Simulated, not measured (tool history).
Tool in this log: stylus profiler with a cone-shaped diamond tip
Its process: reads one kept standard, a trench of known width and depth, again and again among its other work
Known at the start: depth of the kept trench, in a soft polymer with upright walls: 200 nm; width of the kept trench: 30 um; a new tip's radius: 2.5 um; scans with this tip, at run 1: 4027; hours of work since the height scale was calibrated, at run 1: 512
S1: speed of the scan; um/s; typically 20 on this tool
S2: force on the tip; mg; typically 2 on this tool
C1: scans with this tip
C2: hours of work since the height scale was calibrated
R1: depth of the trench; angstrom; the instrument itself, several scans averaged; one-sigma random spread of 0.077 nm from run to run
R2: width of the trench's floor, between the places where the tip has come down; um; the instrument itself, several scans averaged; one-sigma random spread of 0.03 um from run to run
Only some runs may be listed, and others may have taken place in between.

run,hour,S1,S2,C1,C2,R1,R2
1,0,20,2,4027,512,2012.2,27.74
2,30,20,2,4133,526,2012.3,27.7
3,52.6,45,2,4213,536,2012.9,27.59
4,79.8,45,2,4309,548,2012.6,27.59
5,123.7,13,2,4465,568,2013.7,27.7
6,171.1,13,2,4633,590,2013.7,27.68
7,194.6,13,2,4716,600,2012.8,27.65
8,216.6,13,2,4794,610,2012.5,27.67
9,264.5,13,2,4964,632,2013.2,27.69
10,298.5,21,2,5085,647,2012.2,27.57
11,321,21,2,5164,657,2012.9,27.64
12,356,21,2,5288,673,2012,27.66
13,406.3,20,2,5467,696,2012.3,27.63
14,446.9,6,5.14,5611,714,2025.4,27.65
15,487.5,10,1.7,5754,732,2010.6,27.54
16,532.5,10,1.7,5914,753,2011.1,27.56
17,559.4,10,1.7,6009,765,2011.7,27.57
18,598.4,10,1.7,6147,782,2011.8,27.65
19,620.1,10,1.7,6225,792,2010.9,27.61
20,650.5,8,4.87,6332,806,2024,27.6
21,681.8,28,3.07,6443,820,2015.3,27.51
22,732.2,28,3.07,6622,843,2016.9,27.46
23,762.2,20,1.82,6728,856,2011.2,27.47
24,808,6,5.45,6890,877,2026.3,27.57
25,832.1,37,1.94,6976,888,2010.5,27.47
26,878.8,26,1.94,7142,909,2009.2,27.46

Predict each of these 4 candidate next runs independently; none follows another, all start after run 26:
A,927.9,18,4.33,7315,931,?,?
B,927.9,9,2,7315,931,?,?
C,927.9,64,1.68,7315,931,?,?
D,927.9,26,1.24,7315,931,?,?

run,R1,R2
A,2019.4,27.49
B,2010.4,27.46
C,2009.6,27.4
D,2008,27.45
The same runs, with their run-to-run variation unchanged, on a tool lacking any hidden condition would have given:
run,R1,R2
A,2022.3,27.99
B,2013.3,27.95
C,2012.5,27.9
D,2010.9,27.95

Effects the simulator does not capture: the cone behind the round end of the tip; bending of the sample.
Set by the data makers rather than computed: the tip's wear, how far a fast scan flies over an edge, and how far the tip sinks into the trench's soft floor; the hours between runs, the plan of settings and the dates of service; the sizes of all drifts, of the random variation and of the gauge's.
